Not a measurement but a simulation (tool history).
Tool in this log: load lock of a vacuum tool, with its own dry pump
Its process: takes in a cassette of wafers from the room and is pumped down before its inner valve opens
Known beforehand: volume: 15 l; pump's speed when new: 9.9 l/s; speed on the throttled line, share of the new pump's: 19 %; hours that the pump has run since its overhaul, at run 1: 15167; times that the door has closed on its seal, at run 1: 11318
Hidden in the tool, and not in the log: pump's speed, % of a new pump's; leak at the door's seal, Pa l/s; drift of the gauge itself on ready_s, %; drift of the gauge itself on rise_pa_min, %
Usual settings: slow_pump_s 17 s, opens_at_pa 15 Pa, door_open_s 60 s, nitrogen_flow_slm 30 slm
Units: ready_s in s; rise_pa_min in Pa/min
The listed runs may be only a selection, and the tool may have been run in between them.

run     day  slow_pump_s  opens_at_pa  door_open_s  nitrogen_flow_slm  hours that the pump has run since its overhaul  times that the door has closed on its seal  incoming humidity of the room's air, %  ready_s  rise_pa_min
  1   0.000           17           15           60                 30                                           15167                                       11318                                    48.5     26.9        0.049
  2   3.829           17           15           60                 30                                           15259                                       11468                                    44.5     27.4        0.048
  3  12.492           17           15           60                 30                                           15466                                       11808                                    46.1     27.4        0.050
  4  16.975           17           15           60                 30                                           15574                                       11984                                    43.9     27.2        0.043
  5  21.871           17           15           60                 30                                           15691                                       12176                                    49.0     27.4        0.049
  6  29.533           17           15           60                 30                                           15875                                       12477                                    43.0     26.9        0.048
  7  35.354           17           15          162                  7                                           16015                                       12705                                    45.8     27.4        0.137
  8  40.650           17           15          162                  7                                           16142                                       12913                                    45.4     27.1        0.144

Estimate the outcome of run 9 from the log above:
  9  47.758           17           15          162                  7                                           16313                                       13192                                    45.3        ?            ?

ready_s: 27.1 s
rise_pa_min: 0.144 Pa/min
Were there no unlogged condition in the tool, this run, its random variation unchanged, would have produced ready_s 27.0 s, rise_pa_min 0.143 Pa/min.
